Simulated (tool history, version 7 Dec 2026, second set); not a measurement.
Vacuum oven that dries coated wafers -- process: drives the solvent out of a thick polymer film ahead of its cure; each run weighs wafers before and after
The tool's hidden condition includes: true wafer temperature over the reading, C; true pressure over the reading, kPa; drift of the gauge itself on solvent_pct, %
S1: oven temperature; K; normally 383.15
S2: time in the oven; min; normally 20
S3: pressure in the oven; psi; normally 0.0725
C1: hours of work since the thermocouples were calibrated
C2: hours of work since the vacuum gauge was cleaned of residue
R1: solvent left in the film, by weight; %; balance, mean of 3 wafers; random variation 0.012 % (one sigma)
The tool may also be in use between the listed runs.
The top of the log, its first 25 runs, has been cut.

Run 26, day 14.029: usual settings but S1 388.15 K, S3 0.077 psi; C1 13; C2 272. Result: R1 1.58 %.
Run 27, day 14.579: usual settings but S1 388.15 K, S2 12 min, S3 0.048 psi; C1 23; C2 282. Result: R1 3.5 %.
Run 28, day 15.142: usual settings but S1 372.15 K, S2 28 min, S3 0.0843 psi; C1 33; C2 292. Result: R1 2.85 %.
Run 29, day 15.754: usual settings but S1 370.15 K, S3 0.0503 psi; C1 44; C2 303. Result: R1 4.56 %.
Run 30, day 16.2: usual settings but S3 0.0692 psi; C1 52; C2 311. Result: R1 2.23 %.
Run 31, day 16.996: usual settings but S1 395.15 K, S3 0.2756 psi; C1 66; C2 325. Result: R1 1.58 %.
Run 32, day 17.658: usual settings but S1 384.15 K, S2 12 min, S3 0.2756 psi; C1 78; C2 337. Result: R1 5.15 %.
Run 33, day 18.408: usual settings but S1 384.15 K, S2 12 min, S3 0.2756 psi; C1 91; C2 351. Result: R1 5.17 %.
Run 34, day 18.846: usual settings but S1 384.15 K, S2 12 min, S3 0.2756 psi; C1 99; C2 359. Result: R1 5.14 %.
Run 35, day 19.238: usual settings but S1 390.15 K, S2 33 min; C1 106; C2 366. Result: R1 0.5 %.
Run 36, day 19.738: usual settings but S1 390.15 K, S2 33 min; C1 115; C2 374. Result: R1 0.51 %.
Run 37, day 20.304: usual settings but S1 385.15 K, S2 33 min, S3 0.1764 psi; C1 125; C2 385. Result: R1 1.23 %.
Run 38, day 20.858: usual settings but S1 392.15 K; C1 135; C2 395. Result: R1 1.12 %.
Run 39, day 21.329: usual settings but S2 30 min; C1 144; C2 403. Result: R1 1.06 %.
Run 40, day 22.017: usual settings but S1 394.15 K, S3 0.1155 psi; C1 156; C2 415. Result: R1 1.07 %.
Run 41, day 22.675: usual settings but S1 394.15 K, S3 0.1155 psi; C1 168; C2 427. Result: R1 1.1 %.
Run 42, day 23.354: usual settings but S1 384.15 K, S2 13 min, S3 0.056 psi; C1 180; C2 440. Result: R1 3.87 %.
Run 43, day 23.9: usual settings but S3 0.2373 psi; C1 190; C2 449. Result: R1 3.02 %.
Run 44, day 24.317: usual settings but S1 386.15 K, S2 21 min, S3 0.0564 psi; C1 198; C2 457. Result: R1 1.58 %.
Run 45, day 24.658: usual settings but S2 23 min, S3 0.0841 psi; C1 204; C2 463. Result: R1 1.82 %.
Run 46, day 25.042: usual settings but S2 14 min, S3 0.073 psi; C1 211; C2 470. Result: R1 3.78 %.
Run 47, day 25.758: usual settings but S1 390.15 K, S2 22 min, S3 0.0798 psi; C1 224; C2 483. Result: R1 1.16 %.

What does the tool deliver on the next run?
Run 48, day 26.433: usual settings but S1 390.15 K, S2 22 min, S3 0.0798 psi; C1 236; C2 495. Result: R1 ?.

R1: 1.11 %
Were there no unlogged condition in the tool, this run, its random variation unchanged, would have produced R1 1.11 %.
